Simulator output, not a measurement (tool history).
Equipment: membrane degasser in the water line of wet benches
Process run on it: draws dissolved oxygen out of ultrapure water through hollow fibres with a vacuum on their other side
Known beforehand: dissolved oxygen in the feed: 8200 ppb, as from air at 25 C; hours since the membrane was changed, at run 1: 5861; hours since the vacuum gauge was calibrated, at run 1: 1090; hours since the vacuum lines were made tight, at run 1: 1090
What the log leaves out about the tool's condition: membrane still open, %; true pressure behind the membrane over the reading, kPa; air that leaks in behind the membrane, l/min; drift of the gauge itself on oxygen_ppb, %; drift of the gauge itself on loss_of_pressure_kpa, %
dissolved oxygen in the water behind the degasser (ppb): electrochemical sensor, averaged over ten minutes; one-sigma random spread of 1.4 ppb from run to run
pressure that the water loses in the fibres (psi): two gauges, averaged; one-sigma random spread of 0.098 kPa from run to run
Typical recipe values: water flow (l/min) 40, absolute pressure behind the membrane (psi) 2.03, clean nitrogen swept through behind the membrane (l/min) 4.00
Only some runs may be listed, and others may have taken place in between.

run      day  water flow (l/min)  absolute pressure behind the membrane (psi)  clean nitrogen swept through behind the membrane (l/min)  hours since the membrane was changed  hours since the vacuum gauge was calibrated  hours since the vacuum lines were made tight  dissolved oxygen in the water behind the degasser (ppb)  pressure that the water loses in the fibres (psi)
  1    0.000                  40                                         2.03                                                      4.00                                  5861                                         1090                                          1090                                                    266.2                                              3.843
  2    7.338                  40                                         2.03                                                      4.00                                  6037                                         1266                                          1266                                                    268.2                                              3.861
  3   17.896                  40                                         2.03                                                      4.00                                  6291                                         1520                                          1520                                                    268.4                                              3.880
  4   26.408                  40                                         2.03                                                      4.00                                  6495                                         1724                                          1724                                                    269.6                                              3.878
  5   31.379                  40                                         2.03                                                      6.26                                  6614                                         1843                                          1843                                                    183.5                                              3.851
  6   40.862                  40                                         2.03                                                      6.26                                  6842                                         2071                                          2071                                                    183.0                                              3.867
  7   46.883                  40                                         2.03                                                      7.28                                  6987                                         2215                                          2215                                                    161.3                                              3.858
  8   55.029                  40                                         2.03                                                      7.28                                  7182                                         2411                                          2411                                                    162.8                                              3.870
  9   62.275                  40                                         3.83                                                      4.00                                  7356                                         2585                                          2585                                                    538.0                                              3.890
 10   72.683                  40                                         3.83                                                      4.00                                  7606                                         2835                                          2835                                                    537.8                                              3.900
 11   78.604                  40                                         3.83                                                      4.00                                  7748                                         2977                                          2977                                                    541.0                                              3.877
 12   89.004                  40                                         3.83                                                      4.00                                  7997                                         3226                                          3226                                                    538.9                                              3.857
 13   96.538                  32                                         3.83                                                      4.00                                  8178                                         3407                                          3407                                                    442.9                                              3.123
 14  103.733                  32                                         3.83                                                      4.00                                  8351                                         3580                                          3580                                                    438.7                                              3.105
 15  110.000                  32                                         2.84                                                      1.69                                  8501                                         3730                                          3730                                                    671.6                                              3.110
 16  120.033                  52                                         4.22                                                      3.55                                  8742                                         3971                                          3971                                                    846.6                                              5.068
 17  126.733                  40                                         3.06                                                      4.00                                  8903                                         4132                                          4132                                                    429.9                                              3.896
 18  135.117                  41                                         1.91                                                      4.00                                  9104                                         4333                                          4333                                                    264.6                                              4.006
 19  143.346                  62                                         2.03                                                      4.00                                  9302                                         4531                                          4531                                                    461.6                                              6.058
 20  153.954                  62                                         1.86                                                      2.38                                  9556                                         4785                                          4785                                                    619.8                                              6.055
 21  161.562                  62                                         1.86                                                      2.38                                  9739                                         4968                                          4968                                                    619.8                                              6.060
 22  171.379                  62                                         1.86                                                      2.38                                  9974                                         5203                                          5203                                                    615.0                                              6.044
 23  177.971                  62                                         1.86                                                      2.38                                 10133                                         5362                                          5362                                                    612.0                                              6.096
 24  183.100                  40                                         2.03                                                      4.58                                 10256                                         5485                                          5485                                                    249.3                                              3.923
 25  188.325                  35                                         2.03                                                      4.00                                 10381                                         5610                                          5610                                                    241.3                                              3.430
 26  197.446                  35                                         2.03                                                      4.00                                 10600                                         5829                                          5829                                                    239.6                                              3.427
 27  202.638                  35                                         2.03                                                      4.00                                 10725                                         5954                                          5954                                                    241.9                                              3.436
 28  208.342                  56                                         1.23                                                      2.87                                 10861                                         6090                                          6090                                                    312.1                                              5.475

Predict each of these 4 candidate next runs independently; none follows another, all start after run 28:
  A  213.412                  47                                         1.23                                                      4.45                                 10983                                         6212                                          6212                                                        ?                                                  ?
  B  213.412                  47                                         1.23                                                      5.03                                 10983                                         6212                                          6212                                                        ?                                                  ?
  C  213.412                  40                                         2.36                                                      4.00                                 10983                                         6212                                          6212                                                        ?                                                  ?
  D  213.412                  24                                         1.97                                                      4.38                                 10983                                         6212                                          6212                                                        ?                                                  ?

run  dissolved oxygen in the water behind the degasser (ppb)  pressure that the water loses in the fibres (psi)
  A                                                    179.7                                              4.602
  B                                                    163.4                                              4.625
  C                                                    330.7                                              3.948
  D                                                    147.4                                              2.364
With the hidden condition removed and each run's random variation left untouched, the same runs would have given:
run  dissolved oxygen in the water behind the degasser (ppb)  pressure that the water loses in the fibres (psi)
  A                                                    158.3                                              4.390
  B                                                    143.5                                              4.412
  C                                                    312.2                                              3.765
  D                                                    137.7                                              2.255
